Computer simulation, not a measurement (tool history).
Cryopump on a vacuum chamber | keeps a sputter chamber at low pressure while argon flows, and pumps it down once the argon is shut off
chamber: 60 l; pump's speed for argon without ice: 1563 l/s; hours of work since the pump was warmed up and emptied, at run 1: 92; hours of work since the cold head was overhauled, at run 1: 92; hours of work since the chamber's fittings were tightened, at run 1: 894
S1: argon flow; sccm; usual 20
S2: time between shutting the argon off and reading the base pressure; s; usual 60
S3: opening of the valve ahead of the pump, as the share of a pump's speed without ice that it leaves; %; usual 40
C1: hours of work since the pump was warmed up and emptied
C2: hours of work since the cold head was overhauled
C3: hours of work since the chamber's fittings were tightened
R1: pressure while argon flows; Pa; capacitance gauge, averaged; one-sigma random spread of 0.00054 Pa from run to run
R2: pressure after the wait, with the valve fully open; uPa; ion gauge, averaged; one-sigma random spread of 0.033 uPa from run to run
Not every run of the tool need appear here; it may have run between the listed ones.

run	day	S1	S2	S3	C1	C2	C3	R1	R2
1	0.000	20	60	40	92	92	894	0.0554	3.06
2	0.979	17	60	40	113	113	915	0.0466	3.07
3	1.683	20	27	40	128	128	930	0.0559	5.09
4	2.212	20	60	40	139	139	941	0.0540	3.05
5	2.792	20	60	30	151	151	953	0.0726	3.17
6	3.742	20	231	40	171	171	973	0.0545	1.99
7	4.188	9	231	52	180	180	983	0.0186	2.07
8	4.688	9	231	52	191	191	993	0.0193	2.07
9	5.588	29	212	47	210	210	1012	0.0688	2.09
10	6.371	29	212	47	226	226	1029	0.0706	2.17
11	7.158	29	212	47	243	243	1045	0.0694	2.14
12	8.042	37	60	40	262	262	1064	0.1038	3.25

Here are 4 independent what-if runs from the current tool condition. What would each one return?
A	8.575	32	282	24	273	273	1075	?	?
B	8.575	13	60	21	273	273	1075	?	?
C	8.575	20	60	24	273	273	1075	?	?
D	8.575	20	60	52	273	273	1075	?	?

run	R1	R2
A	0.1473	2.05
B	0.0675	3.42
C	0.0918	3.35
D	0.0434	3.33
Stripped of hidden state, with their random variation kept, the same runs would have yielded:
run	R1	R2
A	0.1443	0.50
B	0.0662	1.80
C	0.0899	1.78
D	0.0415	1.75
